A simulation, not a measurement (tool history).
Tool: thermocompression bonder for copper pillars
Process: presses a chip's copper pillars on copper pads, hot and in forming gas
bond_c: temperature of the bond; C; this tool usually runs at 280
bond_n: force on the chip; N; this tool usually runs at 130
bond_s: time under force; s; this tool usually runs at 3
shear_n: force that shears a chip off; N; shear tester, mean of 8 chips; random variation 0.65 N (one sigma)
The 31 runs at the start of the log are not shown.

run    hour  bond_c  bond_n  bond_s  shear_n
 32  1021.3     271     181       2     61.7
 33  1054.4     271     181       2     60.2
 34    1097     265     121       3     47.4
 35  1139.3     253     121       4     44.3
 36  1162.7     253     121       4       44
     1170.6  -- heater calibrated with a thermocouple chip
 37    1190     253     121       4       36
 38  1209.6     259      84       3     25.2
 39  1248.2     286     130       4     59.5

Consider 4 possible next runs. They are alternatives, not a sequence: every one starts from the tool as it was left by run 39. What does each give?
  A  1285.6     294     132       4        ?
  B  1285.6     287     130       5        ?
  C  1285.6     267     181       4        ?
  D  1285.6     303     130       7        ?

run  shear_n
  A     64.3
  B     63.8
  C     61.1
  D     75.4
Stripped of hidden state, with their random variation kept, the same runs would have yielded:
run  shear_n
  A     66.4
  B     65.8
  C       63
  D     78.4
